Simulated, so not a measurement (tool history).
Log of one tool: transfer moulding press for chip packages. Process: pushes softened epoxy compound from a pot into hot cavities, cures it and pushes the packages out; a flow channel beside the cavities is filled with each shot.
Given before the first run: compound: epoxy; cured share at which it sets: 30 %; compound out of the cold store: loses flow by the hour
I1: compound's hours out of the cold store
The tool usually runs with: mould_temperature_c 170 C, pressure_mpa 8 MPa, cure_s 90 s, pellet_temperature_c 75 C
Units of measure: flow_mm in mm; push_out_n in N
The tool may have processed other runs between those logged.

Run 1, hour 0: usual settings; I1 20.7. Result: flow_mm 953 mm, push_out_n 302 N.
Run 2, hour 30.6: usual settings; I1 16.3. Result: flow_mm 976 mm, push_out_n 342 N.
Run 3, hour 46.2: usual settings but mould_temperature_c 173 C; I1 42.2. Result: flow_mm 806 mm, push_out_n 323 N.
Run 4, hour 63.8: usual settings but mould_temperature_c 173 C; I1 31.7. Result: flow_mm 868 mm, push_out_n 337 N.
At hour 94.5: cavities cleaned with cleaning compound and waxed.
Run 5, hour 96.5: usual settings but mould_temperature_c 173 C; I1 8.9. Result: flow_mm 1012 mm, push_out_n 203 N.
Run 6, hour 112.4: usual settings but mould_temperature_c 173 C; I1 27.5. Result: flow_mm 890 mm, push_out_n 232 N.
Run 7, hour 131.6: usual settings; I1 16.8. Result: flow_mm 971 mm, push_out_n 278 N.
Run 8, hour 147.7: usual settings but pellet_temperature_c 71 C; I1 39.5. Result: flow_mm 834 mm, push_out_n 302 N.
Run 9, hour 162.1: usual settings but pellet_temperature_c 71 C; I1 14.9. Result: flow_mm 977 mm, push_out_n 328 N.
Run 10, hour 185.3: usual settings; I1 15.4. Result: flow_mm 975 mm, push_out_n 378 N.
Run 11, hour 202.5: usual settings; I1 47.8. Result: flow_mm 778 mm, push_out_n 368 N.
At hour 225.1: cavities cleaned with cleaning compound and waxed.
Run 12, hour 229.9: usual settings; I1 18.9. Result: flow_mm 952 mm, push_out_n 217 N.
Run 13, hour 253.9: usual settings but mould_temperature_c 176 C; I1 14.5. Result: flow_mm 951 mm, push_out_n 263 N.
Run 14, hour 276.2: usual settings but mould_temperature_c 176 C; I1 23.7. Result: flow_mm 901 mm, push_out_n 302 N.
Run 15, hour 290.8: usual settings but mould_temperature_c 176 C; I1 22.9. Result: flow_mm 891 mm, push_out_n 320 N.
Run 16, hour 315.6: usual settings but mould_temperature_c 167 C, pressure_mpa 6.83 MPa, cure_s 97 s, pellet_temperature_c 84 C; I1 25.5. Result: flow_mm 836 mm, push_out_n 359 N.
Run 17, hour 338.5: usual settings but cure_s 126 s; I1 21.3. Result: flow_mm 917 mm, push_out_n 350 N.
At hour 351.1: plunger's sealing rings changed.
At hour 358.5: cavities cleaned with cleaning compound and waxed.
Run 18, hour 373.3: usual settings but pressure_mpa 6.2 MPa, cure_s 71 s, pellet_temperature_c 85 C; I1 32.8. Result: flow_mm 782 mm, push_out_n 314 N.
Run 19, hour 387: usual settings but mould_temperature_c 166 C, pressure_mpa 7.73 MPa, cure_s 91 s, pellet_temperature_c 82 C; I1 33.4. Result: flow_mm 882 mm, push_out_n 276 N.
Run 20, hour 414.9: usual settings but mould_temperature_c 167 C, pressure_mpa 8.64 MPa, cure_s 91 s, pellet_temperature_c 82 C; I1 40.8. Result: flow_mm 865 mm, push_out_n 332 N.

Run 21 comes next. What will it give?
Run 21, hour 433: usual settings but pressure_mpa 8.09 MPa, cure_s 115 s; I1 26. Result: flow_mm ?, push_out_n ?.

flow_mm: 924 mm
push_out_n: 318 N
With no hidden state in the tool, this same run would have given flow_mm 930 mm, push_out_n 187 N.

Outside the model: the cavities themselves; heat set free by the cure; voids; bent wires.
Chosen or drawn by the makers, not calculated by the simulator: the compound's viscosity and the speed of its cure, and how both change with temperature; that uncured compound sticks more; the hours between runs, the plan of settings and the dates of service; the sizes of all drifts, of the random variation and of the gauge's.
